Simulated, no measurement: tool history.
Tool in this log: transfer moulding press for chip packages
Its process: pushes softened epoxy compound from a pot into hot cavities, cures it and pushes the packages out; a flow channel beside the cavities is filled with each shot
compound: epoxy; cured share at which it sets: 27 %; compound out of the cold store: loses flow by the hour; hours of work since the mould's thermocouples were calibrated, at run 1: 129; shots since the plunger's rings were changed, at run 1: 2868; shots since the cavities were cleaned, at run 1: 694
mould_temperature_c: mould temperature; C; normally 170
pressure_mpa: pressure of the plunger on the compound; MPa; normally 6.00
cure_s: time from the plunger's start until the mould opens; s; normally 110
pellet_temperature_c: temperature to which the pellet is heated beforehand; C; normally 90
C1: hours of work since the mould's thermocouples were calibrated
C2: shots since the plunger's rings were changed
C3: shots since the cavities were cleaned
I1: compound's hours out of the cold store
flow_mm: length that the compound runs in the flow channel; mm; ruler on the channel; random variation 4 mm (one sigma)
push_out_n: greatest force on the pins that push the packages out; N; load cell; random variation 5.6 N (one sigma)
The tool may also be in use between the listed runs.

{"run": 1, "hour": 0.0, "mould_temperature_c": 170, "pressure_mpa": 6.0, "cure_s": 110, "pellet_temperature_c": 90, "C1": 129, "C2": 2868, "C3": 694, "I1": 10.0, "flow_mm": 903, "push_out_n": 333}
{"run": 2, "hour": 4.8, "mould_temperature_c": 170, "pressure_mpa": 6.0, "cure_s": 110, "pellet_temperature_c": 90, "C1": 132, "C2": 2916, "C3": 742, "I1": 43.3, "flow_mm": 732, "push_out_n": 326}
{"run": 3, "hour": 8.9, "mould_temperature_c": 172, "pressure_mpa": 6.0, "cure_s": 110, "pellet_temperature_c": 90, "C1": 134, "C2": 2956, "C3": 782, "I1": 21.9, "flow_mm": 826, "push_out_n": 309}
{"run": 4, "hour": 14.4, "mould_temperature_c": 172, "pressure_mpa": 6.0, "cure_s": 110, "pellet_temperature_c": 90, "C1": 138, "C2": 3011, "C3": 837, "I1": 11.9, "flow_mm": 880, "push_out_n": 323}
{"run": 5, "hour": 21.9, "mould_temperature_c": 172, "pressure_mpa": 6.0, "cure_s": 110, "pellet_temperature_c": 90, "C1": 143, "C2": 3085, "C3": 911, "I1": 31.5, "flow_mm": 773, "push_out_n": 315}
{"hour": 32.4, "done": "cavities cleaned with cleaning compound and waxed"}
{"run": 6, "hour": 32.9, "mould_temperature_c": 170, "pressure_mpa": 6.0, "cure_s": 110, "pellet_temperature_c": 87, "C1": 149, "C2": 3178, "C3": 5, "I1": 21.6, "flow_mm": 831, "push_out_n": 202}
{"run": 7, "hour": 36.8, "mould_temperature_c": 170, "pressure_mpa": 6.0, "cure_s": 110, "pellet_temperature_c": 87, "C1": 151, "C2": 3218, "C3": 45, "I1": 42.4, "flow_mm": 726, "push_out_n": 208}
{"run": 8, "hour": 41.6, "mould_temperature_c": 170, "pressure_mpa": 6.0, "cure_s": 110, "pellet_temperature_c": 87, "C1": 154, "C2": 3265, "C3": 92, "I1": 8.1, "flow_mm": 905, "push_out_n": 236}
{"run": 9, "hour": 46.3, "mould_temperature_c": 170, "pressure_mpa": 7.01, "cure_s": 110, "pellet_temperature_c": 90, "C1": 157, "C2": 3311, "C3": 138, "I1": 31.9, "flow_mm": 845, "push_out_n": 232}
{"run": 10, "hour": 53.6, "mould_temperature_c": 170, "pressure_mpa": 7.01, "cure_s": 110, "pellet_temperature_c": 90, "C1": 162, "C2": 3383, "C3": 210, "I1": 46.8, "flow_mm": 764, "push_out_n": 233}
{"run": 11, "hour": 60.8, "mould_temperature_c": 170, "pressure_mpa": 7.01, "cure_s": 110, "pellet_temperature_c": 90, "C1": 166, "C2": 3454, "C3": 281, "I1": 14.2, "flow_mm": 941, "push_out_n": 286}
{"hour": 63.6, "done": "mould's thermocouples calibrated"}
{"run": 12, "hour": 72.2, "mould_temperature_c": 170, "pressure_mpa": 7.01, "cure_s": 110, "pellet_temperature_c": 90, "C1": 5, "C2": 3547, "C3": 374, "I1": 13.6, "flow_mm": 941, "push_out_n": 275}
{"run": 13, "hour": 81.3, "mould_temperature_c": 170, "pressure_mpa": 7.01, "cure_s": 110, "pellet_temperature_c": 90, "C1": 11, "C2": 3638, "C3": 465, "I1": 22.7, "flow_mm": 880, "push_out_n": 295}
{"run": 14, "hour": 88.5, "mould_temperature_c": 170, "pressure_mpa": 7.01, "cure_s": 110, "pellet_temperature_c": 90, "C1": 16, "C2": 3709, "C3": 536, "I1": 14.9, "flow_mm": 929, "push_out_n": 304}
{"run": 15, "hour": 95.8, "mould_temperature_c": 170, "pressure_mpa": 6.0, "cure_s": 110, "pellet_temperature_c": 90, "C1": 20, "C2": 3781, "C3": 608, "I1": 37.7, "flow_mm": 745, "push_out_n": 314}
{"run": 16, "hour": 104.6, "mould_temperature_c": 163, "pressure_mpa": 6.78, "cure_s": 93, "pellet_temperature_c": 83, "C1": 26, "C2": 3867, "C3": 694, "I1": 11.4, "flow_mm": 967, "push_out_n": 817}
{"run": 17, "hour": 111.7, "mould_temperature_c": 164, "pressure_mpa": 6.0, "cure_s": 146, "pellet_temperature_c": 83, "C1": 31, "C2": 3938, "C3": 765, "I1": 47.0, "flow_mm": 724, "push_out_n": 306}
{"hour": 115.9, "done": "plunger's sealing rings changed"}
{"hour": 118.7, "done": "mould's thermocouples calibrated, once more"}
{"run": 18, "hour": 122.0, "mould_temperature_c": 173, "pressure_mpa": 6.0, "cure_s": 110, "pellet_temperature_c": 98, "C1": 2, "C2": 41, "C3": 822, "I1": 12.0, "flow_mm": 915, "push_out_n": 299}
{"run": 19, "hour": 129.4, "mould_temperature_c": 177, "pressure_mpa": 6.0, "cure_s": 110, "pellet_temperature_c": 95, "C1": 7, "C2": 114, "C3": 895, "I1": 12.3, "flow_mm": 892, "push_out_n": 283}
{"run": 20, "hour": 134.1, "mould_temperature_c": 177, "pressure_mpa": 6.0, "cure_s": 97, "pellet_temperature_c": 97, "C1": 10, "C2": 160, "C3": 941, "I1": 38.4, "flow_mm": 761, "push_out_n": 310}
{"run": 21, "hour": 139.6, "mould_temperature_c": 164, "pressure_mpa": 6.0, "cure_s": 97, "pellet_temperature_c": 84, "C1": 13, "C2": 215, "C3": 996, "I1": 23.3, "flow_mm": 889, "push_out_n": 762}
{"hour": 142.0, "done": "cavities cleaned with cleaning compound and waxed"}
{"run": 22, "hour": 146.7, "mould_temperature_c": 170, "pressure_mpa": 6.62, "cure_s": 110, "pellet_temperature_c": 90, "C1": 17, "C2": 271, "C3": 47, "I1": 18.1, "flow_mm": 939, "push_out_n": 214}
{"run": 23, "hour": 151.8, "mould_temperature_c": 170, "pressure_mpa": 5.02, "cure_s": 129, "pellet_temperature_c": 90, "C1": 20, "C2": 321, "C3": 97, "I1": 16.8, "flow_mm": 821, "push_out_n": 190}
{"run": 24, "hour": 155.7, "mould_temperature_c": 174, "pressure_mpa": 6.72, "cure_s": 110, "pellet_temperature_c": 97, "C1": 23, "C2": 360, "C3": 136, "I1": 27.1, "flow_mm": 872, "push_out_n": 195}
{"run": 25, "hour": 161.4, "mould_temperature_c": 168, "pressure_mpa": 6.17, "cure_s": 110, "pellet_temperature_c": 96, "C1": 26, "C2": 416, "C3": 192, "I1": 22.1, "flow_mm": 895, "push_out_n": 293}
{"run": 26, "hour": 170.5, "mould_temperature_c": 168, "pressure_mpa": 5.98, "cure_s": 105, "pellet_temperature_c": 96, "C1": 32, "C2": 506, "C3": 282, "I1": 38.2, "flow_mm": 783, "push_out_n": 310}
{"run": 27, "hour": 175.1, "mould_temperature_c": 170, "pressure_mpa": 4.94, "cure_s": 107, "pellet_temperature_c": 90, "C1": 35, "C2": 551, "C3": 327, "I1": 23.2, "flow_mm": 776, "push_out_n": 294}
{"run": 28, "hour": 184.1, "mould_temperature_c": 167, "pressure_mpa": 6.16, "cure_s": 110, "pellet_temperature_c": 89, "C1": 41, "C2": 640, "C3": 416, "I1": 12.5, "flow_mm": 941, "push_out_n": 363}
{"run": 29, "hour": 188.5, "mould_temperature_c": 167, "pressure_mpa": 5.3, "cure_s": 103, "pellet_temperature_c": 89, "C1": 43, "C2": 684, "C3": 460, "I1": 47.8, "flow_mm": 707, "push_out_n": 375}

Same runs, no hidden state in the tool, same run-to-run variation:
The hidden state here: true mould temperature over the reading, C; pressure that reaches the compound, % of what is set; grip of the stained cavities, % over clean ones'; drift of the gauge itself on flow_mm, %; drift of the gauge itself on push_out_n, %.
run=1 flow_mm=946 push_out_n=196
run=2 flow_mm=767 push_out_n=188
run=3 flow_mm=866 push_out_n=177
run=4 flow_mm=924 push_out_n=182
run=5 flow_mm=812 push_out_n=175
run=6 flow_mm=875 push_out_n=195
run=7 flow_mm=765 push_out_n=190
run=8 flow_mm=954 push_out_n=204
run=9 flow_mm=891 push_out_n=191
run=10 flow_mm=808 push_out_n=177
run=11 flow_mm=995 push_out_n=208
run=12 flow_mm=996 push_out_n=184
run=13 flow_mm=934 push_out_n=189
run=14 flow_mm=987 push_out_n=190
run=15 flow_mm=792 push_out_n=194
run=16 flow_mm=1030 push_out_n=485
run=17 flow_mm=772 push_out_n=178
run=18 flow_mm=915 push_out_n=167
run=19 flow_mm=893 push_out_n=157
run=20 flow_mm=762 push_out_n=174
run=21 flow_mm=891 push_out_n=405
run=22 flow_mm=941 push_out_n=193
run=23 flow_mm=824 push_out_n=161
run=24 flow_mm=876 push_out_n=160
run=25 flow_mm=900 push_out_n=225
run=26 flow_mm=788 push_out_n=221
run=27 flow_mm=781 push_out_n=203
run=28 flow_mm=949 push_out_n=235
run=29 flow_mm=714 push_out_n=240
